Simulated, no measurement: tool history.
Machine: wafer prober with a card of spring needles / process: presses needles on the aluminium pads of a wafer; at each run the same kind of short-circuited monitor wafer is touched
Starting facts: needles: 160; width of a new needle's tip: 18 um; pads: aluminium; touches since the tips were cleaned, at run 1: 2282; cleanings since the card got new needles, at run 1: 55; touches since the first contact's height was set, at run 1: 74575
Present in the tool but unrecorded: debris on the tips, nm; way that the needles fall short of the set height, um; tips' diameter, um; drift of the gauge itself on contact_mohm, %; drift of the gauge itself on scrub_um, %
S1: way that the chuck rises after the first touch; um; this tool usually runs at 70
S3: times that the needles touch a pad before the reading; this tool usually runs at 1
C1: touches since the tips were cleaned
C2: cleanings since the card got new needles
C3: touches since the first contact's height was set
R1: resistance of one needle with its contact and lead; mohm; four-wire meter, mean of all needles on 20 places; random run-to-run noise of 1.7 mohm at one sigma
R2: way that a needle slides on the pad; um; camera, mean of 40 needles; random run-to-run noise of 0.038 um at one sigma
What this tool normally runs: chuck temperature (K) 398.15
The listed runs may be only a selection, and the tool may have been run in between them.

Run 1, day 0.000: usual settings; C1 2282; C2 55; C3 74575. Result: R1 174 mohm, R2 18.26 um.
At day 0.221: height of the first contact set anew.
At day 0.312: tips cleaned on abrasive film.
At day 0.792: tips cleaned on abrasive film.
At day 1.312: tips cleaned on abrasive film.
Run 2, day 1.462: usual settings; C1 1732; C2 58; C3 13952. Result: R1 170 mohm, R2 18.28 um.
At day 1.742: tips cleaned on abrasive film.
At day 2.271: tips cleaned on abrasive film.
At day 2.754: tips cleaned on abrasive film.
Run 3, day 2.775: usual settings; C1 209; C2 61; C3 28680. Result: R1 174 mohm, R2 18.23 um.
At day 3.196: tips cleaned on abrasive film.
At day 3.667: tips cleaned on abrasive film.
Run 4, day 3.729: usual settings; C1 694; C2 63; C3 39419. Result: R1 172 mohm, R2 18.26 um.
At day 4.108: tips cleaned on abrasive film.
At day 4.629: tips cleaned on abrasive film.
Run 5, day 4.717: usual settings; C1 973; C2 65; C3 50538. Result: R1 170 mohm, R2 18.21 um.
At day 5.138: tips cleaned on abrasive film.
At day 5.621: tips cleaned on abrasive film.
Run 6, day 5.950: usual settings; C1 3759; C2 67; C3 64456. Result: R1 168 mohm, R2 18.27 um.
At day 6.046: tips cleaned on abrasive film.
At day 6.567: tips cleaned on abrasive film.
At day 7.062: tips cleaned on abrasive film.
At day 7.075: height of the first contact set anew.
Run 7, day 7.304: usual settings; C1 2630; C2 70; C3 2630. Result: R1 173 mohm, R2 18.16 um.
At day 7.596: tips cleaned on abrasive film.
At day 8.079: tips cleaned on abrasive film.
At day 8.500: tips cleaned on abrasive film.
At day 8.971: tips cleaned on abrasive film.
Run 8, day 8.971: usual settings; C1 0; C2 74; C3 21337. Result: R1 169 mohm, R2 18.19 um.
At day 9.454: tips cleaned on abrasive film.
Run 9, day 9.717: usual settings; C1 2954; C2 75; C3 29739. Result: R1 169 mohm, R2 18.17 um.
At day 9.929: tips cleaned on abrasive film.
At day 10.438: tips cleaned on abrasive film.
Run 10, day 10.650: usual settings; C1 2444; C2 77; C3 40261. Result: R1 169 mohm, R2 18.11 um.
At day 10.946: tips cleaned on abrasive film.
At day 11.450: tips cleaned on abrasive film.
At day 11.950: tips cleaned on abrasive film.
Run 11, day 11.950: usual settings; C1 0; C2 80; C3 54841. Result: R1 170 mohm, R2 18.13 um.
At day 12.438: tips cleaned on abrasive film.
At day 12.942: tips cleaned on abrasive film.
Run 12, day 12.992: usual settings; C1 564; C2 82; C3 66558. Result: R1 172 mohm, R2 18.12 um.
At day 13.362: tips cleaned on abrasive film.
At day 13.854: tips cleaned on abrasive film.
At day 13.867: height of the first contact set anew.
Run 13, day 13.950: usual settings; C1 946; C2 84; C3 946. Result: R1 170 mohm, R2 18.08 um.
At day 14.321: tips cleaned on abrasive film.
At day 14.846: tips cleaned on abrasive film.
Run 14, day 15.079: usual settings; C1 2636; C2 86; C3 13644. Result: R1 171 mohm, R2 18.16 um.
At day 15.271: tips cleaned on abrasive film.
At day 15.758: tips cleaned on abrasive film.
At day 16.271: tips cleaned on abrasive film.
At day 16.767: tips cleaned on abrasive film.
Run 15, day 16.817: usual settings but S1 52 um; C1 571; C2 90; C3 33181. Result: R1 173 mohm, R2 13.46 um.
At day 17.238: tips cleaned on abrasive film.
At day 17.721: tips cleaned on abrasive film.
Run 16, day 17.929: usual settings but S1 64 um, chuck temperature (K) 305.15, S3 2; C1 2325; C2 92; C3 45691. Result: R1 155 mohm, R2 16.51 um.
At day 18.217: tips cleaned on abrasive film.
At day 18.712: tips cleaned on abrasive film.
Run 17, day 18.808: usual settings but S1 64 um, chuck temperature (K) 305.15, S3 2; C1 1105; C2 94; C3 55601. Result: R1 158 mohm, R2 16.53 um.
At day 19.229: tips cleaned on abrasive film.
At day 19.725: tips cleaned on abrasive film.
Run 18, day 19.725: usual settings but S1 64 um, chuck temperature (K) 305.15, S3 2; C1 0; C2 96; C3 65922. Result: R1 155 mohm, R2 16.44 um.
At day 20.233: tips cleaned on abrasive film.
At day 20.662: height of the first contact set anew.
At day 20.758: tips cleaned on abrasive film.
At day 21.250: tips cleaned on abrasive film.
Run 19, day 21.400: usual settings but S1 64 um, chuck temperature (K) 305.15, S3 2; C1 1693; C2 99; C3 8243. Result: R1 156 mohm, R2 16.49 um.
At day 21.712: tips cleaned on abrasive film.
At day 22.229: tips cleaned on abrasive film.
Run 20, day 22.379: usual settings but chuck temperature (K) 308.15; C1 1691; C2 101; C3 19274. Result: R1 156 mohm, R2 18.10 um.

Run 21 comes next. What will it give?
At day 22.671: tips cleaned on abrasive film.
At day 23.162: tips cleaned on abrasive film.
At day 23.617: tips cleaned on abrasive film.
Run 21, day 23.617: usual settings but S1 54 um, chuck temperature (K) 308.15; C1 0; C2 104; C3 33168. Result: R1 ?, R2 ?.

R1: 158 mohm
R2: 13.92 um
Without the tool's hidden state the same run would have given R1 157 mohm, R2 14.09 um.
